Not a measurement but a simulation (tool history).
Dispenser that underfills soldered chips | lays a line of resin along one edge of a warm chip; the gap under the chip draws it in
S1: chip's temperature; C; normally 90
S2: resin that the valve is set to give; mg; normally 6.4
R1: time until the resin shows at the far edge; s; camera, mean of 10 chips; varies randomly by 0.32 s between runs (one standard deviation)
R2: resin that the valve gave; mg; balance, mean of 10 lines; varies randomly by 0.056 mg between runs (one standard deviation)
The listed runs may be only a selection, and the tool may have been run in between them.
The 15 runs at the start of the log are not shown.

run	hour	S1	S2	R1	R2
16	182.8	90	8.28	14.4	8.32
# hour 186.9: new syringe of resin
17	192.6	90	8.28	13.2	8.19
# hour 198.8: new syringe of resin
18	204.6	85	6.4	15.5	6.36
# hour 210: new syringe of resin
19	217.8	85	6.21	16.7	6.12
# hour 221.2: new syringe of resin
20	230	85	6.21	16.7	6.05
# hour 232.5: new syringe of resin
# hour 244.4: new syringe of resin
21	244.4	85	6.21	13	6.02
22	250.7	85	6.21	15.7	5.9
# hour 256.1: new syringe of resin
23	259.6	101	7.43	9.5	7.11
# hour 268.1: new syringe of resin
24	270.4	101	7.43	8.8	7.1
# hour 279.2: new syringe of resin
25	285.3	92	6.96	12.5	6.56
# hour 291.3: new syringe of resin
26	297.6	101	6.9	9.9	6.48
# hour 303.3: new syringe of resin
27	306.6	79	6.77	16.6	6.36
# hour 314.4: new syringe of resin
28	318.6	79	6.77	18.2	6.24
# hour 326: new syringe of resin
29	327.3	79	6.77	16.8	6.29
30	333.4	84	6.4	17.2	5.99
# hour 337.9: new syringe of resin
31	347.2	84	6.4	18.6	5.91
# hour 349.3: new syringe of resin
32	359.8	91	7.67	14.8	6.89
# hour 360.9: new syringe of resin
# hour 364.1: dispensing valve cleaned and set on the balance
# hour 373.4: new syringe of resin
33	373.8	77	6.11	17.5	5.99
34	383.2	93	6.4	14	6.32
# hour 384.5: new syringe of resin
35	392.8	102	6.4	10.3	6.3

3 ways to go on from here, each from the tool as it stands after run 35. What would each give?
# hour 395.9: new syringe of resin
A	401.6	88	5.58	?	?
# hour 395.9: new syringe of resin
B	401.6	97	7.14	?	?
# hour 395.9: new syringe of resin
C	401.6	99	5.66	?	?

run	R1	R2
A	14.3	5.47
B	10.9	6.95
C	10.8	5.54
Had the tool no hidden state, the same runs would have come out as:
run	R1	R2
A	11.5	5.57
B	8.8	7.08
C	8.8	5.64
